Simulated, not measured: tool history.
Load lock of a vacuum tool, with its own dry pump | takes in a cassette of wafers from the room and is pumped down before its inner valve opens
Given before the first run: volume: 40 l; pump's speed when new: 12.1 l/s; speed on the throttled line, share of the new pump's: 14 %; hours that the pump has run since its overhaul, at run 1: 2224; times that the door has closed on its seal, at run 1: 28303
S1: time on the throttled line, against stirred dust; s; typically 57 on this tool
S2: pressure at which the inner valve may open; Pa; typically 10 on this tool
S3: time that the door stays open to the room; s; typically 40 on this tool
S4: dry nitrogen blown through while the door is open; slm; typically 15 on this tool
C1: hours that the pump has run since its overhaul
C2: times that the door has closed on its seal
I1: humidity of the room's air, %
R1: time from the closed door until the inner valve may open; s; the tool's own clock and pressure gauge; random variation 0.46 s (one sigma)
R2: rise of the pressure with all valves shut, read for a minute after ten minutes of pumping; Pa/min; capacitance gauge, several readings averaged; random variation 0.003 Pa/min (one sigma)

run 1 hour=0.0 | S1=57 S2=10 S3=40 S4=15 | C1=2224 C2=28303 | I1=45.6 | R1=81.0 R2=0.255
run 2 hour=237.7 | S1=57 S2=10 S3=40 S4=15 | C1=2462 C2=28835 | I1=45.3 | R1=81.4 R2=0.265
run 3 hour=656.4 | S1=57 S2=10 S3=63 S4=15 | C1=2881 C2=29772 | I1=48.0 | R1=80.8 R2=0.280
run 4 hour=1035.2 | S1=57 S2=10 S3=63 S4=15 | C1=3259 C2=30621 | I1=44.7 | R1=81.6 R2=0.288
run 5 hour=1261.2 | S1=57 S2=8 S3=40 S4=15 | C1=3485 C2=31127 | I1=46.6 | R1=82.6 R2=0.291
run 6 hour=1564.4 | S1=57 S2=8 S3=40 S4=15 | C1=3789 C2=31806 | I1=45.7 | R1=82.7 R2=0.290
run 7 hour=1950.1 | S1=60 S2=8 S3=40 S4=15 | C1=4174 C2=32669 | I1=48.8 | R1=84.3 R2=0.320
run 8 hour=2164.2 | S1=60 S2=8 S3=39 S4=15 | C1=4388 C2=33149 | I1=44.2 | R1=85.7 R2=0.309
run 9 hour=2545.0 | S1=60 S2=8 S3=39 S4=15 | C1=4769 C2=34001 | I1=45.9 | R1=85.1 R2=0.311
run 10 hour=2950.3 | S1=60 S2=8 S3=39 S4=15 | C1=5174 C2=34909 | I1=45.2 | R1=85.7 R2=0.339
run 11 hour=3288.1 | S1=60 S2=8 S3=39 S4=15 | C1=5512 C2=35666 | I1=42.4 | R1=85.2 R2=0.352
run 12 hour=3550.9 | S1=60 S2=8 S3=39 S4=15 | C1=5775 C2=36254 | I1=45.3 | R1=85.6 R2=0.359
run 13 hour=3814.3 | S1=60 S2=8 S3=39 S4=15 | C1=6038 C2=36844 | I1=46.4 | R1=85.6 R2=0.365
run 14 hour=4137.7 | S1=60 S2=8 S3=39 S4=15 | C1=6362 C2=37568 | I1=44.9 | R1=85.2 R2=0.372
run 15 hour=4488.1 | S1=60 S2=8 S3=39 S4=15 | C1=6712 C2=38353 | I1=41.1 | R1=85.6 R2=0.391
run 16 hour=4879.4 | S1=60 S2=8 S3=180 S4=15 | C1=7104 C2=39229 | I1=46.9 | R1=85.7 R2=0.449
run 17 hour=5158.0 | S1=60 S2=7 S3=180 S4=15 | C1=7382 C2=39853 | I1=48.1 | R1=85.5 R2=0.473
run 18 hour=5363.2 | S1=60 S2=7 S3=180 S4=15 | C1=7587 C2=40312 | I1=46.2 | R1=87.3 R2=0.473
run 19 hour=5681.6 | S1=60 S2=7 S3=180 S4=15 | C1=7906 C2=41025 | I1=44.2 | R1=87.2 R2=0.457
run 20 hour=6006.0 | S1=81 S2=10 S3=40 S4=45 | C1=8230 C2=41752 | I1=42.5 | R1=104.0 R2=0.422
run 21 hour=6224.7 | S1=81 S2=16 S3=40 S4=8 | C1=8449 C2=42241 | I1=45.7 | R1=101.8 R2=0.451
run 22 hour=6481.4 | S1=81 S2=16 S3=112 S4=8 | C1=8706 C2=42816 | I1=48.3 | R1=101.1 R2=0.503
run 23 hour=6894.8 | S1=38 S2=14 S3=40 S4=15 | C1=9119 C2=43742 | I1=46.8 | R1=67.2 R2=0.476
run 24 hour=7264.1 | S1=46 S2=10 S3=33 S4=4 | C1=9488 C2=44569 | I1=45.8 | R1=74.6 R2=0.478
run 25 hour=7616.5 | S1=57 S2=7 S3=40 S4=15 | C1=9841 C2=45358 | I1=43.4 | R1=84.7 R2=0.497
run 26 hour=7938.6 | S1=102 S2=10 S3=34 S4=8 | C1=10163 C2=46079 | I1=47.0 | R1=120.9 R2=0.507
run 27 hour=8300.0 | S1=78 S2=14 S3=233 S4=6 | C1=10524 C2=46888 | I1=46.0 | R1=100.7 R2=0.607
run 28 hour=8483.8 | S1=35 S2=8 S3=134 S4=6 | C1=10708 C2=47300 | I1=46.6 | R1=66.3 R2=0.580
run 29 hour=8822.2 | S1=87 S2=10 S3=40 S4=15 | C1=11046 C2=48058 | I1=46.0 | R1=109.1 R2=0.551
run 30 hour=9116.5 | S1=45 S2=10 S3=40 S4=7 | C1=11341 C2=48717 | I1=48.5 | R1=73.6 R2=0.580
run 31 hour=9296.8 | S1=39 S2=10 S3=40 S4=15 | C1=11521 C2=49120 | I1=45.1 | R1=69.0 R2=0.570
run 32 hour=9472.8 | S1=39 S2=10 S3=40 S4=15 | C1=11697 C2=49515 | I1=42.4 | R1=69.2 R2=0.579
run 33 hour=9777.5 | S1=39 S2=10 S3=231 S4=15 | C1=12002 C2=50197 | I1=42.8 | R1=69.9 R2=0.625

For run 34, what comes out?
run 34 hour=10173.3 | S1=29 S2=10 S3=231 S4=18 | C1=12397 C2=51083 | I1=45.5 | R1=? R2=?

Logged for run 34: R1 61.9 s, R2 0.670 Pa/min.
With no hidden state in the tool, this same run would have given R1 56.1 s, R2 0.097 Pa/min.
